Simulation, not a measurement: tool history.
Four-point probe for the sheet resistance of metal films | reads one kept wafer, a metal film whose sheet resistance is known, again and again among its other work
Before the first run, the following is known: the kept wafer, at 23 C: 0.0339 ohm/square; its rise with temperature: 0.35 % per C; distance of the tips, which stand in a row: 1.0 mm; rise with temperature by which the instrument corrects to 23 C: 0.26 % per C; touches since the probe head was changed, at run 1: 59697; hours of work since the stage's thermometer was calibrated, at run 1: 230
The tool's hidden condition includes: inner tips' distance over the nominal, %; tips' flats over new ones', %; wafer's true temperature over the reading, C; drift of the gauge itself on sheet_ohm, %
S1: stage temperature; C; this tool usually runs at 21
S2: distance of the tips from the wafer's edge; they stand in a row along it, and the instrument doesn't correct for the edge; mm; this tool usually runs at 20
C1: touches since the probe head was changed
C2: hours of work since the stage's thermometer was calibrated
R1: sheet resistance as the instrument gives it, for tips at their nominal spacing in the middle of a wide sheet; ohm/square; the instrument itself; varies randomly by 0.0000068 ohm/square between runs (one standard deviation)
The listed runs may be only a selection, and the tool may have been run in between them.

{"run": 1, "hour": 0.0, "S1": 21, "S2": 20, "C1": 59697, "C2": 230, "R1": 0.033716}
{"run": 2, "hour": 27.9, "S1": 21, "S2": 20, "C1": 60161, "C2": 242, "R1": 0.03372}
{"run": 3, "hour": 50.5, "S1": 21, "S2": 8, "C1": 60537, "C2": 252, "R1": 0.033956}
{"run": 4, "hour": 75.6, "S1": 21, "S2": 20, "C1": 60955, "C2": 262, "R1": 0.03371}
{"run": 5, "hour": 110.0, "S1": 21, "S2": 20, "C1": 61528, "C2": 277, "R1": 0.033723}
{"run": 6, "hour": 129.0, "S1": 24, "S2": 20, "C1": 61845, "C2": 285, "R1": 0.033797}
{"run": 7, "hour": 151.0, "S1": 24, "S2": 20, "C1": 62211, "C2": 295, "R1": 0.033799}
{"run": 8, "hour": 182.8, "S1": 19, "S2": 20, "C1": 62740, "C2": 308, "R1": 0.033666}
{"run": 9, "hour": 201.2, "S1": 19, "S2": 6, "C1": 63046, "C2": 316, "R1": 0.034104}
{"hour": 214.8, "done": "new probe head fitted"}
{"run": 10, "hour": 228.8, "S1": 29, "S2": 57, "C1": 234, "C2": 328, "R1": 0.034231}
{"run": 11, "hour": 247.1, "S1": 25, "S2": 8, "C1": 539, "C2": 335, "R1": 0.034387}
{"run": 12, "hour": 271.8, "S1": 25, "S2": 8, "C1": 950, "C2": 346, "R1": 0.034402}
{"run": 13, "hour": 300.2, "S1": 25, "S2": 4, "C1": 1422, "C2": 358, "R1": 0.035218}
{"hour": 303.2, "done": "stage's thermometer calibrated"}
{"run": 14, "hour": 332.0, "S1": 27, "S2": 40, "C1": 1943, "C2": 12, "R1": 0.034169}
{"run": 15, "hour": 360.2, "S1": 27, "S2": 40, "C1": 2412, "C2": 24, "R1": 0.034167}
{"run": 16, "hour": 392.0, "S1": 28, "S2": 16, "C1": 2941, "C2": 38, "R1": 0.034255}
{"run": 17, "hour": 424.5, "S1": 28, "S2": 16, "C1": 3483, "C2": 52, "R1": 0.034262}
{"hour": 442.3, "done": "stage's thermometer calibrated, once more"}
{"run": 18, "hour": 453.6, "S1": 27, "S2": 66, "C1": 3958, "C2": 5, "R1": 0.034169}

4 ways to go on from here, each from the tool as it stands after run 18. What would each give?
{"run": "A", "hour": 468.2, "S1": 22, "S2": 6, "C1": 4201, "C2": 11, "R1": "?"}
{"run": "B", "hour": 468.2, "S1": 31, "S2": 68, "C1": 4201, "C2": 11, "R1": "?"}
{"run": "C", "hour": 468.2, "S1": 21, "S2": 6, "C1": 4201, "C2": 11, "R1": "?"}
{"run": "D", "hour": 468.2, "S1": 21, "S2": 12, "C1": 4201, "C2": 11, "R1": "?"}

run=A R1=0.034526
run=B R1=0.034273
run=C R1=0.034494
run=D R1=0.034116
Take away the tool's hidden state, keep each run's random variation, and the runs would have read:
run=A R1=0.034374
run=B R1=0.034122
run=C R1=0.034341
run=D R1=0.033966
